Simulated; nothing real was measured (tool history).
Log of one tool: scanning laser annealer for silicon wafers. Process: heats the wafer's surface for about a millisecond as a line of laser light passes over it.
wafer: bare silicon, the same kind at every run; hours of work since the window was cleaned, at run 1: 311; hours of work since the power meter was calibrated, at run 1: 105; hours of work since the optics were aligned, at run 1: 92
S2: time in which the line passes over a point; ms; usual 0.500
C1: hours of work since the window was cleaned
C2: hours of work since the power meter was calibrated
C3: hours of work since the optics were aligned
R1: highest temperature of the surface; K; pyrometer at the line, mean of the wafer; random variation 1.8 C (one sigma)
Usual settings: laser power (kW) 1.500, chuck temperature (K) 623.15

{"run": 1, "hour": 0.0, "laser power (kW)": 1.5, "S2": 0.5, "chuck temperature (K)": 623.15, "C1": 311, "C2": 105, "C3": 92, "R1": 1308.15}
{"run": 2, "hour": 56.1, "laser power (kW)": 1.5, "S2": 0.5, "chuck temperature (K)": 623.15, "C1": 355, "C2": 148, "C3": 136, "R1": 1304.15}
{"run": 3, "hour": 110.9, "laser power (kW)": 1.5, "S2": 0.5, "chuck temperature (K)": 623.15, "C1": 397, "C2": 191, "C3": 179, "R1": 1300.15}
{"hour": 129.1, "done": "window over the wafer cleaned"}
{"run": 4, "hour": 170.5, "laser power (kW)": 1.5, "S2": 0.5, "chuck temperature (K)": 623.15, "C1": 32, "C2": 236, "C3": 224, "R1": 1330.15}
{"run": 5, "hour": 252.0, "laser power (kW)": 1.279, "S2": 0.5, "chuck temperature (K)": 623.15, "C1": 96, "C2": 299, "C3": 287, "R1": 1231.15}
{"run": 6, "hour": 300.5, "laser power (kW)": 1.5, "S2": 0.5, "chuck temperature (K)": 608.15, "C1": 133, "C2": 337, "C3": 325, "R1": 1305.15}
{"run": 7, "hour": 359.1, "laser power (kW)": 1.5, "S2": 0.5, "chuck temperature (K)": 623.15, "C1": 179, "C2": 382, "C3": 370, "R1": 1313.15}
{"run": 8, "hour": 432.4, "laser power (kW)": 1.5, "S2": 0.5, "chuck temperature (K)": 623.15, "C1": 236, "C2": 439, "C3": 427, "R1": 1310.15}
{"run": 9, "hour": 496.3, "laser power (kW)": 1.5, "S2": 0.5, "chuck temperature (K)": 623.15, "C1": 286, "C2": 489, "C3": 477, "R1": 1307.15}
{"run": 10, "hour": 538.7, "laser power (kW)": 1.5, "S2": 0.5, "chuck temperature (K)": 623.15, "C1": 319, "C2": 522, "C3": 510, "R1": 1303.15}
{"run": 11, "hour": 597.1, "laser power (kW)": 1.433, "S2": 0.5, "chuck temperature (K)": 623.15, "C1": 364, "C2": 568, "C3": 555, "R1": 1276.15}
{"hour": 657.6, "done": "window over the wafer cleaned"}
{"run": 12, "hour": 685.5, "laser power (kW)": 1.284, "S2": 0.5, "chuck temperature (K)": 623.15, "C1": 22, "C2": 635, "C3": 623, "R1": 1232.15}
{"run": 13, "hour": 741.6, "laser power (kW)": 1.284, "S2": 0.5, "chuck temperature (K)": 623.15, "C1": 65, "C2": 678, "C3": 666, "R1": 1230.15}
{"run": 14, "hour": 811.4, "laser power (kW)": 1.284, "S2": 0.5, "chuck temperature (K)": 623.15, "C1": 120, "C2": 733, "C3": 720, "R1": 1226.15}
{"hour": 824.7, "done": "optics aligned, line set to its width"}
{"run": 15, "hour": 882.2, "laser power (kW)": 1.5, "S2": 0.529, "chuck temperature (K)": 623.15, "C1": 171, "C2": 784, "C3": 45, "R1": 1331.15}
{"run": 16, "hour": 939.3, "laser power (kW)": 1.5, "S2": 0.365, "chuck temperature (K)": 623.15, "C1": 215, "C2": 828, "C3": 89, "R1": 1204.15}
{"run": 17, "hour": 1005.4, "laser power (kW)": 1.5, "S2": 0.448, "chuck temperature (K)": 623.15, "C1": 267, "C2": 880, "C3": 141, "R1": 1268.15}
{"run": 18, "hour": 1095.1, "laser power (kW)": 1.5, "S2": 0.448, "chuck temperature (K)": 623.15, "C1": 336, "C2": 949, "C3": 210, "R1": 1261.15}
{"run": 19, "hour": 1169.5, "laser power (kW)": 1.627, "S2": 0.5, "chuck temperature (K)": 623.15, "C1": 394, "C2": 1007, "C3": 268, "R1": 1341.15}
{"hour": 1193.0, "done": "window over the wafer cleaned"}
{"run": 20, "hour": 1240.7, "laser power (kW)": 1.44, "S2": 0.5, "chuck temperature (K)": 623.15, "C1": 37, "C2": 1061, "C3": 322, "R1": 1296.15}
{"hour": 1251.3, "done": "optics aligned, line set to its width, once more"}
{"run": 21, "hour": 1330.5, "laser power (kW)": 1.5, "S2": 0.62, "chuck temperature (K)": 623.15, "C1": 103, "C2": 1127, "C3": 62, "R1": 1410.15}
{"run": 22, "hour": 1400.9, "laser power (kW)": 1.5, "S2": 0.62, "chuck temperature (K)": 623.15, "C1": 158, "C2": 1182, "C3": 116, "R1": 1403.15}
{"run": 23, "hour": 1439.5, "laser power (kW)": 1.5, "S2": 0.62, "chuck temperature (K)": 623.15, "C1": 188, "C2": 1212, "C3": 146, "R1": 1402.15}
{"run": 24, "hour": 1524.4, "laser power (kW)": 1.594, "S2": 0.5, "chuck temperature (K)": 597.15, "C1": 254, "C2": 1278, "C3": 212, "R1": 1325.15}
{"run": 25, "hour": 1564.0, "laser power (kW)": 1.495, "S2": 0.357, "chuck temperature (K)": 631.15, "C1": 285, "C2": 1309, "C3": 243, "R1": 1208.15}
{"run": 26, "hour": 1610.6, "laser power (kW)": 1.495, "S2": 0.357, "chuck temperature (K)": 631.15, "C1": 321, "C2": 1345, "C3": 279, "R1": 1205.15}
{"run": 27, "hour": 1666.5, "laser power (kW)": 1.499, "S2": 0.451, "chuck temperature (K)": 644.15, "C1": 364, "C2": 1388, "C3": 323, "R1": 1287.15}
{"hour": 1728.2, "done": "window over the wafer cleaned"}
{"run": 28, "hour": 1751.0, "laser power (kW)": 1.499, "S2": 0.367, "chuck temperature (K)": 644.15, "C1": 18, "C2": 1453, "C3": 387, "R1": 1246.15}
{"run": 29, "hour": 1828.1, "laser power (kW)": 1.511, "S2": 0.39, "chuck temperature (K)": 631.15, "C1": 78, "C2": 1513, "C3": 447, "R1": 1252.15}
{"run": 30, "hour": 1918.1, "laser power (kW)": 1.5, "S2": 0.535, "chuck temperature (K)": 584.15, "C1": 148, "C2": 1583, "C3": 517, "R1": 1306.15}
{"run": 31, "hour": 1974.4, "laser power (kW)": 1.347, "S2": 0.424, "chuck temperature (K)": 604.15, "C1": 191, "C2": 1626, "C3": 561, "R1": 1179.15}
{"run": 32, "hour": 2026.5, "laser power (kW)": 1.639, "S2": 0.558, "chuck temperature (K)": 644.15, "C1": 232, "C2": 1667, "C3": 601, "R1": 1438.15}
{"run": 33, "hour": 2109.1, "laser power (kW)": 1.639, "S2": 0.558, "chuck temperature (K)": 644.15, "C1": 296, "C2": 1731, "C3": 666, "R1": 1432.15}
{"run": 34, "hour": 2189.6, "laser power (kW)": 1.588, "S2": 0.52, "chuck temperature (K)": 648.15, "C1": 359, "C2": 1794, "C3": 728, "R1": 1378.15}
{"hour": 2256.8, "done": "window over the wafer cleaned"}
{"run": 35, "hour": 2256.8, "laser power (kW)": 1.425, "S2": 0.605, "chuck temperature (K)": 649.15, "C1": 0, "C2": 1844, "C3": 779, "R1": 1391.15}
{"run": 36, "hour": 2332.9, "laser power (kW)": 1.425, "S2": 0.605, "chuck temperature (K)": 649.15, "C1": 59, "C2": 1904, "C3": 838, "R1": 1389.15}
{"run": 37, "hour": 2392.8, "laser power (kW)": 1.425, "S2": 0.605, "chuck temperature (K)": 649.15, "C1": 106, "C2": 1950, "C3": 885, "R1": 1387.15}
{"run": 38, "hour": 2474.3, "laser power (kW)": 1.346, "S2": 0.57, "chuck temperature (K)": 623.15, "C1": 169, "C2": 2014, "C3": 948, "R1": 1297.15}
{"run": 39, "hour": 2515.7, "laser power (kW)": 1.598, "S2": 0.525, "chuck temperature (K)": 618.15, "C1": 201, "C2": 2046, "C3": 980, "R1": 1369.15}
{"run": 40, "hour": 2561.9, "laser power (kW)": 1.598, "S2": 0.525, "chuck temperature (K)": 618.15, "C1": 237, "C2": 2082, "C3": 1016, "R1": 1364.15}
{"run": 41, "hour": 2613.6, "laser power (kW)": 1.284, "S2": 0.525, "chuck temperature (K)": 635.15, "C1": 278, "C2": 2122, "C3": 1056, "R1": 1245.15}

Forecast each of these 3 alternatives for the next run:
{"run": "A", "hour": 2673.1, "laser power (kW)": 1.334, "S2": 0.5, "chuck temperature (K)": 623.15, "C1": 324, "C2": 2168, "C3": 1103, "R1": "?"}
{"run": "B", "hour": 2673.1, "laser power (kW)": 1.623, "S2": 0.455, "chuck temperature (K)": 627.15, "C1": 324, "C2": 2168, "C3": 1103, "R1": "?"}
{"run": "C", "hour": 2673.1, "laser power (kW)": 1.383, "S2": 0.51, "chuck temperature (K)": 597.15, "C1": 324, "C2": 2168, "C3": 1103, "R1": "?"}

run=A R1=1236.15
run=B R1=1323.15
run=C R1=1236.15
Without the tool's hidden state the same runs would have given:
run=A R1=1264.15
run=B R1=1355.15
run=C R1=1266.15
